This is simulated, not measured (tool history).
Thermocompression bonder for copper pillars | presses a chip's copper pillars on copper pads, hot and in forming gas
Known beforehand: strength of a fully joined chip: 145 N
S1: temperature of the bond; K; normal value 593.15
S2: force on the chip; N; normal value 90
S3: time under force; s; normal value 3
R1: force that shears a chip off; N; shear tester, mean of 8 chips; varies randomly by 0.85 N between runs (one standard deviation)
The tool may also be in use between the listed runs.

run,day,S1,S2,S3,R1
1,0.000,593.15,90,3,62.7
2,0.317,593.15,111,3,73.7
3,1.058,593.15,111,3,71.2
4,1.425,603.15,111,3,81.5
5,2.071,603.15,111,3,80.7
6,2.558,603.15,111,3,79.3
# day 2.712: heater calibrated with a thermocouple chip
7,2.996,603.15,111,3,81.5
8,3.454,603.15,111,3,79.0
9,3.962,603.15,111,3,79.8
10,4.362,619.15,90,2,72.1
11,4.733,588.15,63,3,40.2
12,5.421,574.15,76,3,38.4
13,5.733,568.15,108,5,58.0
# day 5.888: heater calibrated with a thermocouple chip, once more
14,6.438,582.15,113,5,78.5
15,7.200,582.15,65,8,58.9

Below are 3 alternative next runs, each starting from the tool's condition after run 15. Predict each:
A,7.554,593.15,90,5,?
B,7.554,595.15,65,2,?
C,7.554,603.15,99,5,?

run,R1
A,74.2
B,40.3
C,87.1
The same runs, with their run-to-run variation unchanged, on a tool lacking any hidden condition would have given:
run,R1
A,82.5
B,45.3
C,96.3

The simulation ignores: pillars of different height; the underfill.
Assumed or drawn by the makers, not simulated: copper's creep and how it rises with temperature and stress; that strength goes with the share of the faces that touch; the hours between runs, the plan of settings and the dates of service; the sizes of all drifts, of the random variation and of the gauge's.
